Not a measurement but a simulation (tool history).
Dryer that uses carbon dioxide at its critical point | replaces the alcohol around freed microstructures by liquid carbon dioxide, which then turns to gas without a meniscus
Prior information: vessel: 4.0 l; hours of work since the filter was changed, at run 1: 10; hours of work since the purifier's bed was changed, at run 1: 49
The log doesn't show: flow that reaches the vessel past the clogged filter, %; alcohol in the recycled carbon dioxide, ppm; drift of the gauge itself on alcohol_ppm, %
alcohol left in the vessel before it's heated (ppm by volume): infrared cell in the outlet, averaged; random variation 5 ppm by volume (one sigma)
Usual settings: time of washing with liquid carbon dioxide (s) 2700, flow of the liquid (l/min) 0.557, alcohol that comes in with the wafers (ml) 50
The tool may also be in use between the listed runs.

run    hour  time of washing with liquid carbon dioxide (s)  flow of the liquid (l/min)  alcohol that comes in with the wafers (ml)  hours of work since the filter was changed  hours of work since the purifier's bed was changed  alcohol left in the vessel before it's heated (ppm by volume)
  1     0.0                                            2700                       0.557                                          50                                          10                                                  49                                                             52
  2    43.1                                            2700                       0.557                                          50                                          26                                                  66                                                             51
  3    72.6                                            3420                       0.557                                          50                                          37                                                  77                                                             34
  4   122.5                                            1860                       0.557                                          50                                          56                                                  95                                                            265
  5   147.4                                            2700                       0.557                                          62                                          65                                                 105                                                             77
  6   171.8                                            2700                       0.557                                          62                                          74                                                 114                                                             80
  7   213.9                                            4320                       0.557                                          62                                          90                                                 130                                                             48
  8   263.0                                            4320                       0.557                                          62                                         109                                                 148                                                             50
  9   313.3                                            2160                       0.557                                          62                                         127                                                 167                                                            198
 10   341.0                                            2160                       0.719                                          62                                         138                                                 177                                                             97
 11   383.5                                            2700                       0.557                                          96                                         154                                                 193                                                            137
 12   413.2                                            2700                       0.557                                          96                                         165                                                 205                                                            144
 13   465.5                                            2700                       0.557                                          96                                         185                                                 224                                                            146
 14   490.4                                            2700                       0.557                                          96                                         194                                                 233                                                            155
 15   519.8                                            2700                       0.557                                          96                                         205                                                 244                                                            156
 16   572.2                                            2700                       0.557                                          50                                         225                                                 264                                                            118
 17   613.6                                            2700                       0.557                                          50                                         240                                                 280                                                            122
 18   643.9                                            2700                       0.557                                          50                                         251                                                 291                                                            127
 19   669.5                                            2700                       0.557                                          22                                         261                                                 301                                                            106
 20   698.2                                            2700                       0.557                                          22                                         272                                                 311                                                            109
 21   739.7                                            2700                       0.557                                          22                                         287                                                 327                                                            114
      747.9  -- inlet filter changed
 22   781.1                                            2700                       0.557                                          22                                          12                                                 342                                                            111
 23   818.2                                            2700                       0.943                                          52                                          26                                                 356                                                             93
 24   871.6                                            2700                       0.763                                          52                                          46                                                 376                                                            109
 25   919.7                                            2700                       0.763                                          52                                          64                                                 394                                                            110
 26   951.2                                            4140                       0.557                                          20                                          76                                                 406                                                            109
 27   976.8                                            3780                       0.522                                          48                                          86                                                 416                                                            120
 28  1018.1                                            3480                       0.944                                          48                                         101                                                 431                                                            112
 29  1070.8                                            3600                       0.844                                          50                                         121                                                 451                                                            121
 30  1095.5                                            3600                       0.844                                          50                                         130                                                 460                                                            114
 31  1126.2                                            3600                       0.844                                          50                                         142                                                 472                                                            125
 32  1171.9                                            2700                       0.718                                         106                                         159                                                 489                                                            153
 33  1207.2                                            2700                       0.557                                          35                                         172                                                 502                                                            161
 34  1243.1                                            2700                       0.557                                          35                                         186                                                 515                                                            165
 35  1276.3                                            2700                       0.557                                          35                                         198                                                 528                                                            172
 36  1301.7                                            2700                       0.557                                         114                                         208                                                 537                                                            237
 37  1348.6                                            2700                       0.492                                         114                                         225                                                 555                                                            349
 38  1383.1                                            2700                       0.492                                         114                                         238                                                 568                                                            346
 39  1417.3                                            1800                       0.557                                         108                                         251                                                 581                                                            798
 40  1465.6                                            1800                       0.557                                         108                                         269                                                 599                                                            809
 41  1520.0                                            3660                       0.913                                          30                                         290                                                 619                                                            167
     1525.9  -- inlet filter changed
 42  1546.0                                            2700                       0.557                                          21                                           8                                                 629                                                            171
 43  1581.5                                            2700                       0.557                                          21                                          21                                                 642                                                            185

Branching from run 43: 5 alternative next runs. What would each branch give?
  A  1618.8                                            2700                       0.557                                          30                                          35                                                 656                                                              ?
  B  1618.8                                            3240                       0.844                                          57                                          35                                                 656                                                              ?
  C  1618.8                                            1800                       0.392                                          82                                          35                                                 656                                                              ?
  D  1618.8                                            3120                       0.354                                          21                                          35                                                 656                                                              ?
  E  1618.8                                            2460                       0.383                                          68                                          35                                                 656                                                              ?

run  alcohol left in the vessel before it's heated (ppm by volume)
  A                                                            190
  B                                                            162
  C                                                           1485
  D                                                            251
  E                                                            631
The same runs, with their run-to-run variation unchanged, on a tool lacking any hidden condition would have given:
run  alcohol left in the vessel before it's heated (ppm by volume)
  A                                                             25
  B                                                              0
  C                                                           1294
  D                                                             78
  E                                                            449

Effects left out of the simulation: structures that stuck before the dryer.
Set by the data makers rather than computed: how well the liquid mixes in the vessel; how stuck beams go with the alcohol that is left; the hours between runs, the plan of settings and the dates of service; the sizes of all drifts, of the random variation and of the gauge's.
